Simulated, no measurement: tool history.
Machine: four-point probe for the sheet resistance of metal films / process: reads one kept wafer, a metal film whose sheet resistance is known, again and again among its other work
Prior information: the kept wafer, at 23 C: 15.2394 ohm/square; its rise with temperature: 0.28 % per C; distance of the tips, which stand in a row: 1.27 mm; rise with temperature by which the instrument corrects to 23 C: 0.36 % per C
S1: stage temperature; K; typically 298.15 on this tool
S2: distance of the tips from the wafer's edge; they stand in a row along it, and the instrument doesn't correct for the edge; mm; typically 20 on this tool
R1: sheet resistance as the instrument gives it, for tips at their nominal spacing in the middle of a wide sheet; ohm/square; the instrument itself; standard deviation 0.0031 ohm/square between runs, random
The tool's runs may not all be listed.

{"run": 1, "day": 0.0, "S1": 298.15, "S2": 20, "R1": 15.200569}
{"run": 2, "day": 1.733, "S1": 298.15, "S2": 20, "R1": 15.196098}
{"run": 3, "day": 4.412, "S1": 298.15, "S2": 20, "R1": 15.176738}
{"run": 4, "day": 6.95, "S1": 296.15, "S2": 20, "R1": 15.191115}
{"run": 5, "day": 9.833, "S1": 296.15, "S2": 20, "R1": 15.184738}
{"run": 6, "day": 12.496, "S1": 296.15, "S2": 20, "R1": 15.170907}
{"run": 7, "day": 14.879, "S1": 292.15, "S2": 20, "R1": 15.20939}
{"run": 8, "day": 17.804, "S1": 292.15, "S2": 20, "R1": 15.191131}
{"day": 19.038, "done": "new probe head fitted"}
{"run": 9, "day": 19.488, "S1": 292.15, "S2": 20, "R1": 15.224406}
{"run": 10, "day": 21.429, "S1": 292.15, "S2": 20, "R1": 15.224027}
{"run": 11, "day": 24.558, "S1": 298.15, "S2": 28, "R1": 15.133573}
{"run": 12, "day": 26.912, "S1": 298.15, "S2": 54, "R1": 15.110019}
{"run": 13, "day": 29.462, "S1": 298.15, "S2": 47, "R1": 15.097446}
{"run": 14, "day": 31.708, "S1": 298.15, "S2": 20, "R1": 15.117537}
{"run": 15, "day": 33.867, "S1": 297.15, "S2": 20, "R1": 15.112996}
{"run": 16, "day": 36.488, "S1": 297.15, "S2": 20, "R1": 15.104972}
{"run": 17, "day": 38.292, "S1": 297.15, "S2": 20, "R1": 15.096946}
{"run": 18, "day": 41.6, "S1": 297.15, "S2": 20, "R1": 15.085682}
{"run": 19, "day": 44.425, "S1": 298.15, "S2": 20, "R1": 15.07063}
{"run": 20, "day": 47.808, "S1": 298.15, "S2": 20, "R1": 15.050758}
{"run": 21, "day": 49.504, "S1": 298.15, "S2": 20, "R1": 15.042558}
{"run": 22, "day": 52.3, "S1": 298.15, "S2": 20, "R1": 15.036358}
{"run": 23, "day": 54.088, "S1": 298.15, "S2": 20, "R1": 15.022974}
{"run": 24, "day": 56.708, "S1": 303.15, "S2": 20, "R1": 14.960434}
{"run": 25, "day": 58.817, "S1": 299.15, "S2": 68, "R1": 14.970497}
{"day": 59.029, "done": "stage's thermometer calibrated"}
{"run": 26, "day": 60.367, "S1": 299.15, "S2": 68, "R1": 14.953242}
{"run": 27, "day": 63.742, "S1": 303.15, "S2": 5, "R1": 15.392606}
{"run": 28, "day": 67.012, "S1": 295.15, "S2": 20, "R1": 15.000758}
{"run": 29, "day": 69.35, "S1": 304.15, "S2": 19, "R1": 14.898043}
{"day": 70.712, "done": "new probe head fitted"}
{"run": 30, "day": 70.904, "S1": 304.15, "S2": 10, "R1": 15.302527}
{"run": 31, "day": 74.042, "S1": 292.15, "S2": 26, "R1": 15.309417}
{"run": 32, "day": 76.212, "S1": 305.15, "S2": 60, "R1": 15.147414}
{"run": 33, "day": 79.508, "S1": 298.15, "S2": 43, "R1": 15.204092}
{"run": 34, "day": 81.533, "S1": 305.15, "S2": 42, "R1": 15.121541}
{"run": 35, "day": 84.817, "S1": 299.15, "S2": 42, "R1": 15.175977}
{"run": 36, "day": 87.271, "S1": 298.15, "S2": 7, "R1": 15.436617}
{"run": 37, "day": 89.038, "S1": 298.15, "S2": 7, "R1": 15.428333}
{"run": 38, "day": 92.4, "S1": 293.15, "S2": 73, "R1": 15.206553}
{"run": 39, "day": 94.696, "S1": 299.15, "S2": 4, "R1": 15.905972}
{"run": 40, "day": 98.267, "S1": 298.15, "S2": 20, "R1": 15.153293}
{"run": 41, "day": 99.825, "S1": 303.15, "S2": 18, "R1": 15.107246}
{"run": 42, "day": 101.925, "S1": 298.15, "S2": 4, "R1": 15.883797}
{"run": 43, "day": 104.138, "S1": 300.15, "S2": 14, "R1": 15.14777}
{"run": 44, "day": 106.862, "S1": 298.15, "S2": 17, "R1": 15.141165}
{"run": 45, "day": 108.412, "S1": 298.15, "S2": 17, "R1": 15.125958}

Below are 3 alternative next runs, each starting from the tool's condition after run 45. Predict each:
{"run": "A", "day": 111.504, "S1": 306.15, "S2": 26, "R1": "?"}
{"run": "B", "day": 111.504, "S1": 296.15, "S2": 56, "R1": "?"}
{"run": "C", "day": 111.504, "S1": 294.15, "S2": 31, "R1": "?"}

run=A R1=15.004526
run=B R1=15.099794
run=C R1=15.131217
Without the tool's unlogged condition, the same runs would have read:
run=A R1=15.149871
run=B R1=15.245937
run=C R1=15.277627
